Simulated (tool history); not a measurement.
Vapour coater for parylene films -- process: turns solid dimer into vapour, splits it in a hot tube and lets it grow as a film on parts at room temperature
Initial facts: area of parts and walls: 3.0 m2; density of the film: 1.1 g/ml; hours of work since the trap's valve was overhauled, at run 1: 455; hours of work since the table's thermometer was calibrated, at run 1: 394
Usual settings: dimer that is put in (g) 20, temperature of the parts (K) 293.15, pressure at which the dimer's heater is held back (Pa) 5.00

run,hour,dimer that is put in (g),temperature of the parts (K),pressure at which the dimer's heater is held back (Pa),hours of work since the trap's valve was overhauled,hours of work since the table's thermometer was calibrated,thickness of the film (um)
1,0.0,20,293.15,5.00,455,394,4.20
2,39.4,20,293.15,5.00,474,414,4.27
3,69.3,20,293.15,5.00,489,428,4.16
4,92.2,20,293.15,5.00,500,440,4.18
5,131.9,20,293.15,5.00,520,459,4.18
6,161.2,20,293.15,5.00,534,474,4.15
7,205.9,20,293.15,5.00,556,495,4.27
8,245.7,20,293.15,9.29,576,515,3.85
9,269.3,20,293.15,5.00,587,527,4.19
# hour 284.2: trap's valve overhauled
10,316.1,20,293.15,5.00,16,548,4.41
11,346.8,20,293.15,5.00,31,563,4.42
12,389.7,20,293.15,5.00,52,584,4.42
13,410.1,20,293.15,5.00,62,594,4.46
14,445.4,20,293.15,5.00,79,611,4.46
15,464.9,20,293.15,9.08,89,621,3.95
16,496.5,20,293.15,9.08,104,636,3.95
17,529.0,20,293.15,9.08,120,652,4.05
18,563.0,20,293.15,9.08,137,669,4.04
19,610.3,20,293.15,9.08,160,692,4.00
20,642.9,23,291.15,5.85,176,708,5.20
21,667.7,13,298.15,4.97,188,720,2.44
22,695.0,12,289.15,2.11,202,734,3.34
23,737.1,13,291.15,2.00,223,754,3.47
24,761.8,29,293.15,2.99,235,767,6.84
25,808.3,29,293.15,2.99,257,789,6.82
26,832.8,33,298.15,6.53,270,801,5.97
27,877.9,8,290.15,5.00,292,824,1.86
28,924.1,8,289.15,2.63,314,846,2.12
29,957.2,9,289.15,3.35,331,863,2.27
30,1002.1,9,289.15,3.35,353,885,2.27
31,1047.1,15,292.15,11.79,375,907,2.87
32,1067.8,28,290.15,11.33,385,917,5.80
33,1100.8,24,304.15,11.05,401,933,3.34
34,1125.9,20,290.15,2.23,413,945,5.21
35,1155.8,25,301.15,3.10,428,960,4.51
36,1175.1,25,301.15,3.10,438,970,4.60
37,1222.6,23,296.15,11.36,461,993,3.93
38,1250.4,23,297.15,6.20,475,1007,4.18

Entry by entry between the runs, the difference in hidden state between the last listed run before and the first listed run after:
Run 9 -> run 10: trap's valve overhauled (hour 284.2)
  vapour lost through the trap's worn valve, %: 6.5 -> 0.2; true temperature of the parts over the reading, C: 0.47 -> 0.49
  the result without the hidden state subtracted from the measured one, thickness of the film (um): -0.35 -> -0.07
